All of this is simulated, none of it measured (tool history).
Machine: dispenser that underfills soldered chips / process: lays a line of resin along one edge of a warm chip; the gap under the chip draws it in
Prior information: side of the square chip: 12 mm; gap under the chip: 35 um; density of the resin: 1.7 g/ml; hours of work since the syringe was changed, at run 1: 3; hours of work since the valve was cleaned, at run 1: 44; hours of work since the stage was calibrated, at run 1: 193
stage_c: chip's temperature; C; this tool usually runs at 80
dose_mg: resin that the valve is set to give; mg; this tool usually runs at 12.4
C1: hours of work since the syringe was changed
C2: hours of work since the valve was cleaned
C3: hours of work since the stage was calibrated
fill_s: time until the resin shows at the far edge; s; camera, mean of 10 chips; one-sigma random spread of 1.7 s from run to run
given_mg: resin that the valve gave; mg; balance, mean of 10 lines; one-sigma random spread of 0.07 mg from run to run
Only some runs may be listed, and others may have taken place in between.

Run 1, hour 0.0: usual settings; C1 3; C2 44; C3 193. Result: fill_s 217.5 s, given_mg 11.85 mg.
At hour 5.3: new syringe of resin.
Run 2, hour 8.8: usual settings; C1 3; C2 50; C3 200. Result: fill_s 201.2 s, given_mg 11.74 mg.
At hour 15.0: new syringe of resin.
Run 3, hour 18.6: usual settings but stage_c 91 C; C1 3; C2 57; C3 207. Result: fill_s 145.6 s, given_mg 11.82 mg.
At hour 24.6: new syringe of resin.
Run 4, hour 29.7: usual settings but stage_c 91 C; C1 4; C2 65; C3 215. Result: fill_s 157.3 s, given_mg 11.69 mg.
At hour 34.8: new syringe of resin.
Run 5, hour 39.9: usual settings but stage_c 91 C; C1 4; C2 73; C3 222. Result: fill_s 163.0 s, given_mg 11.62 mg.
At hour 44.9: new syringe of resin.
Run 6, hour 47.6: usual settings; C1 2; C2 78; C3 227. Result: fill_s 189.3 s, given_mg 11.41 mg.
At hour 55.1: new syringe of resin.
Run 7, hour 58.8: usual settings; C1 3; C2 86; C3 236. Result: fill_s 207.6 s, given_mg 11.46 mg.
At hour 64.6: new syringe of resin.
Run 8, hour 72.1: usual settings; C1 6; C2 96; C3 245. Result: fill_s 263.9 s, given_mg 11.17 mg.
At hour 74.4: new syringe of resin.
Run 9, hour 79.0: usual settings but stage_c 88 C; C1 3; C2 101; C3 250. Result: fill_s 171.3 s, given_mg 11.17 mg.
At hour 84.6: new syringe of resin.
Run 10, hour 90.2: usual settings but stage_c 88 C; C1 4; C2 109; C3 258. Result: fill_s 183.7 s, given_mg 11.02 mg.
At hour 94.8: new syringe of resin.
Run 11, hour 103.9: usual settings but stage_c 88 C; C1 7; C2 119; C3 268. Result: fill_s 229.9 s, given_mg 11.01 mg.
At hour 105.2: new syringe of resin.
At hour 108.0: dispensing valve cleaned and set on the balance.
Run 12, hour 111.5: usual settings; C1 4; C2 3; C3 273. Result: fill_s 221.0 s, given_mg 12.41 mg.
At hour 116.3: new syringe of resin.
Run 13, hour 121.1: usual settings; C1 4; C2 10; C3 280. Result: fill_s 212.1 s, given_mg 12.41 mg.
At hour 125.9: new syringe of resin.
Run 14, hour 131.0: usual settings but stage_c 95 C; C1 4; C2 17; C3 287. Result: fill_s 139.5 s, given_mg 12.19 mg.
At hour 135.9: new syringe of resin.
Run 15, hour 140.3: usual settings but stage_c 86 C; C1 3; C2 23; C3 293. Result: fill_s 169.6 s, given_mg 12.27 mg.
At hour 145.5: new syringe of resin.
Run 16, hour 146.6: usual settings but stage_c 86 C; C1 1; C2 28; C3 298. Result: fill_s 142.1 s, given_mg 12.18 mg.
At hour 155.1: new syringe of resin.
Run 17, hour 155.8: usual settings but stage_c 86 C; C1 0; C2 34; C3 304. Result: fill_s 141.0 s, given_mg 11.98 mg.
At hour 165.2: new syringe of resin.
Run 18, hour 169.3: usual settings but stage_c 69 C, dose_mg 14.8 mg; C1 3; C2 44; C3 314. Result: fill_s 281.9 s, given_mg 14.21 mg.
At hour 175.4: new syringe of resin.
Run 19, hour 177.4: usual settings but stage_c 69 C, dose_mg 14.8 mg; C1 1; C2 50; C3 320. Result: fill_s 249.3 s, given_mg 14.00 mg.
At hour 185.5: new syringe of resin.
Run 20, hour 186.0: usual settings but stage_c 69 C, dose_mg 14.8 mg; C1 0; C2 56; C3 326. Result: fill_s 226.5 s, given_mg 14.05 mg.
Run 21, hour 192.8: usual settings but stage_c 69 C, dose_mg 10.8 mg; C1 5; C2 61; C3 331. Result: fill_s 377.8 s, given_mg 10.22 mg.
At hour 195.5: new syringe of resin.
Run 22, hour 204.2: usual settings but stage_c 86 C; C1 6; C2 69; C3 340. Result: fill_s 228.7 s, given_mg 11.59 mg.
At hour 205.2: new syringe of resin.
Run 23, hour 212.2: usual settings but stage_c 94 C; C1 5; C2 75; C3 345. Result: fill_s 162.9 s, given_mg 11.54 mg.
At hour 215.5: new syringe of resin.
Run 24, hour 223.2: usual settings but stage_c 82 C, dose_mg 10.9 mg; C1 6; C2 83; C3 353. Result: fill_s 253.9 s, given_mg 10.02 mg.
At hour 225.6: new syringe of resin.
Run 25, hour 233.8: usual settings but stage_c 76 C, dose_mg 13.0 mg; C1 6; C2 91; C3 361. Result: fill_s 302.5 s, given_mg 11.97 mg.
At hour 235.2: new syringe of resin.
At hour 244.7: new syringe of resin.
Run 26, hour 247.4: usual settings but stage_c 76 C, dose_mg 13.0 mg; C1 2; C2 100; C3 371. Result: fill_s 209.0 s, given_mg 11.75 mg.
At hour 254.9: new syringe of resin.
Run 27, hour 260.5: usual settings but stage_c 92 C; C1 4; C2 110; C3 380. Result: fill_s 153.9 s, given_mg 11.15 mg.

Estimate the outcome of run 28 from the log above:
At hour 265.0: new syringe of resin.
Run 28, hour 268.5: usual settings but stage_c 86 C, dose_mg 15.7 mg; C1 3; C2 116; C3 386. Result: fill_s ?, given_mg ?.

fill_s: 158.5 s
given_mg: 14.11 mg
Take away the tool's hidden state, keep the run-to-run variation as it was, and the same run would have given fill_s 134.3 s, given_mg 15.78 mg.
